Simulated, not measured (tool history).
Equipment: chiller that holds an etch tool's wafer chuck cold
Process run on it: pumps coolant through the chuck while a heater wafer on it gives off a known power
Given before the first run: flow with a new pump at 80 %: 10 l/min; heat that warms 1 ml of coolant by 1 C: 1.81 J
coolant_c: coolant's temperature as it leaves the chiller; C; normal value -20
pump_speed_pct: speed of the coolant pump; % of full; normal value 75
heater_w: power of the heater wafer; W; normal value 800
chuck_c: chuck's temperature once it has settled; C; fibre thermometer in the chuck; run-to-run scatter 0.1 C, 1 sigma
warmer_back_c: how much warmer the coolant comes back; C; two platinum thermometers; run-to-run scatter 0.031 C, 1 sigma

run 1 day=0.000 | coolant_c=-20 pump_speed_pct=75 heater_w=800 | chuck_c=-14.5 warmer_back_c=2.85
run 2 day=4.229 | coolant_c=-20 pump_speed_pct=75 heater_w=800 | chuck_c=-14.5 warmer_back_c=2.80
run 3 day=10.421 | coolant_c=-16 pump_speed_pct=75 heater_w=800 | chuck_c=-10.6 warmer_back_c=2.88
run 4 day=13.642 | coolant_c=-20 pump_speed_pct=75 heater_w=800 | chuck_c=-14.5 warmer_back_c=2.86
run 5 day=17.129 | coolant_c=-20 pump_speed_pct=75 heater_w=800 | chuck_c=-14.5 warmer_back_c=2.83
run 6 day=22.638 | coolant_c=-10 pump_speed_pct=75 heater_w=800 | chuck_c=-4.6 warmer_back_c=2.81
run 7 day=26.083 | coolant_c=-10 pump_speed_pct=75 heater_w=800 | chuck_c=-4.7 warmer_back_c=2.84
run 8 day=34.008 | coolant_c=-10 pump_speed_pct=75 heater_w=800 | chuck_c=-4.7 warmer_back_c=2.85
run 9 day=39.596 | coolant_c=-20 pump_speed_pct=75 heater_w=800 | chuck_c=-14.5 warmer_back_c=2.81
run 10 day=43.821 | coolant_c=-20 pump_speed_pct=75 heater_w=800 | chuck_c=-14.7 warmer_back_c=2.90
run 11 day=47.967 | coolant_c=-20 pump_speed_pct=75 heater_w=800 | chuck_c=-14.5 warmer_back_c=2.82
run 12 day=55.879 | coolant_c=-20 pump_speed_pct=75 heater_w=825 | chuck_c=-14.3 warmer_back_c=2.95
run 13 day=63.579 | coolant_c=-20 pump_speed_pct=75 heater_w=825 | chuck_c=-14.6 warmer_back_c=2.97
run 14 day=67.317 | coolant_c=-20 pump_speed_pct=75 heater_w=825 | chuck_c=-14.3 warmer_back_c=2.93
run 15 day=73.138 | coolant_c=-20 pump_speed_pct=75 heater_w=800 | chuck_c=-14.5 warmer_back_c=2.87
run 16 day=79.808 | coolant_c=-20 pump_speed_pct=75 heater_w=800 | chuck_c=-14.4 warmer_back_c=2.82
run 17 day=83.550 | coolant_c=-27 pump_speed_pct=75 heater_w=1163 | chuck_c=-19.0 warmer_back_c=4.16
-- day=87.550 chiller's thermometer calibrated
run 18 day=88.921 | coolant_c=-12 pump_speed_pct=96 heater_w=775 | chuck_c=-7.7 warmer_back_c=2.10
run 19 day=95.175 | coolant_c=-12 pump_speed_pct=96 heater_w=775 | chuck_c=-7.7 warmer_back_c=2.09
run 20 day=102.621 | coolant_c=-12 pump_speed_pct=96 heater_w=775 | chuck_c=-7.8 warmer_back_c=2.21
run 21 day=107.862 | coolant_c=-16 pump_speed_pct=98 heater_w=775 | chuck_c=-11.8 warmer_back_c=2.15
run 22 day=114.504 | coolant_c=-29 pump_speed_pct=98 heater_w=1023 | chuck_c=-23.2 warmer_back_c=2.81
run 23 day=120.354 | coolant_c=-20 pump_speed_pct=70 heater_w=462 | chuck_c=-16.7 warmer_back_c=1.75
run 24 day=125.408 | coolant_c=-20 pump_speed_pct=79 heater_w=507 | chuck_c=-16.6 warmer_back_c=1.72
run 25 day=129.996 | coolant_c=-20 pump_speed_pct=74 heater_w=825 | chuck_c=-14.3 warmer_back_c=2.99
run 26 day=137.017 | coolant_c=-17 pump_speed_pct=66 heater_w=1192 | chuck_c=-8.1 warmer_back_c=4.76
run 27 day=142.967 | coolant_c=-20 pump_speed_pct=75 heater_w=418 | chuck_c=-17.1 warmer_back_c=1.49
run 28 day=147.221 | coolant_c=-26 pump_speed_pct=75 heater_w=800 | chuck_c=-20.3 warmer_back_c=2.86
run 29 day=152.292 | coolant_c=-26 pump_speed_pct=75 heater_w=475 | chuck_c=-22.5 warmer_back_c=1.71
run 30 day=157.979 | coolant_c=-26 pump_speed_pct=75 heater_w=475 | chuck_c=-22.7 warmer_back_c=1.69
run 31 day=163.729 | coolant_c=-26 pump_speed_pct=75 heater_w=475 | chuck_c=-22.6 warmer_back_c=1.65

5 options for the next run, each taken on its own from the tool as it stands now. Forecast them:
run A day=168.696 | coolant_c=-27 pump_speed_pct=64 heater_w=607 | chuck_c=? warmer_back_c=?
run B day=168.696 | coolant_c=-25 pump_speed_pct=75 heater_w=475 | chuck_c=? warmer_back_c=?
run C day=168.696 | coolant_c=-16 pump_speed_pct=79 heater_w=800 | chuck_c=? warmer_back_c=?
run D day=168.696 | coolant_c=-26 pump_speed_pct=93 heater_w=475 | chuck_c=? warmer_back_c=?
run E day=168.696 | coolant_c=-26 pump_speed_pct=76 heater_w=474 | chuck_c=? warmer_back_c=?

run=A chuck_c=-22.2 warmer_back_c=2.50
run=B chuck_c=-21.7 warmer_back_c=1.76
run=C chuck_c=-10.9 warmer_back_c=2.73
run=D chuck_c=-23.2 warmer_back_c=1.38
run=E chuck_c=-22.9 warmer_back_c=1.70
Without the tool's hidden state the same runs would have given:
run=A chuck_c=-22.2 warmer_back_c=2.49
run=B chuck_c=-21.8 warmer_back_c=1.76
run=C chuck_c=-10.9 warmer_back_c=2.73
run=D chuck_c=-23.2 warmer_back_c=1.38
run=E chuck_c=-22.9 warmer_back_c=1.70
